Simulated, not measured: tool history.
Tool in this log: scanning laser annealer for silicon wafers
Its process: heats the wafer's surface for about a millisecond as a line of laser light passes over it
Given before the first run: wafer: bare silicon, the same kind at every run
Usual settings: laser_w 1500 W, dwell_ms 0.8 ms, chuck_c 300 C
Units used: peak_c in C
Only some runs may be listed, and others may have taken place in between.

run   hour  laser_w  dwell_ms  chuck_c  peak_c
  1      0     1500       0.8      300    1071
  2   23.1     1500       0.8      300    1071
  3   47.6     1500       0.8      300    1070
  4   66.4     1500     0.915      300    1125
  5   85.3     1500       0.8      300    1070
  6   98.7     1631       0.8      300    1135
  7  122.6     1631       0.8      300    1134
  8  144.6     1631       0.8      300    1136
  9  171.6     1398       0.8      300    1019
 10  196.4     1500       0.8      277    1047
 11  223.9     1500       0.8      300    1071
 12  237.3     1500     0.649      300     990
 13  256.1     1500       0.8      288    1057
 14  283.2     1500       0.8      288    1060
 15  311.2     1500       0.8      288    1059
 16    326     1500       0.8      288    1059
 17  341.4     1500       0.8      288    1057
 18    363     1500     0.606      300     964
     388.4  -- window over the wafer cleaned
 19    392     1500     0.606      300     964
 20  418.4     1500     0.606      300     966
 21  445.4     1500     0.606      300     964
 22  469.8     1500     0.606      300     963
 23  494.7     1500     0.606      300     965
 24  516.3     1547     0.747      321    1088
 25  527.8     1547     0.747      321    1086
 26  548.5     1510     0.865      300    1107
 27  576.4     1498       0.8      281    1051
 28  599.7     1500     0.585      300     951
 29    621     1585     0.775      327    1126
 30  640.7     1618     0.732      304    1097
 31  663.9     1555     0.732      264    1025

What does the tool deliver on the next run?
 32  676.4     1555     0.732      264       ?

Logged for run 32: peak_c 1025 C.
The same run, on a tool lacking any hidden state, would have yielded peak_c 1026 C.

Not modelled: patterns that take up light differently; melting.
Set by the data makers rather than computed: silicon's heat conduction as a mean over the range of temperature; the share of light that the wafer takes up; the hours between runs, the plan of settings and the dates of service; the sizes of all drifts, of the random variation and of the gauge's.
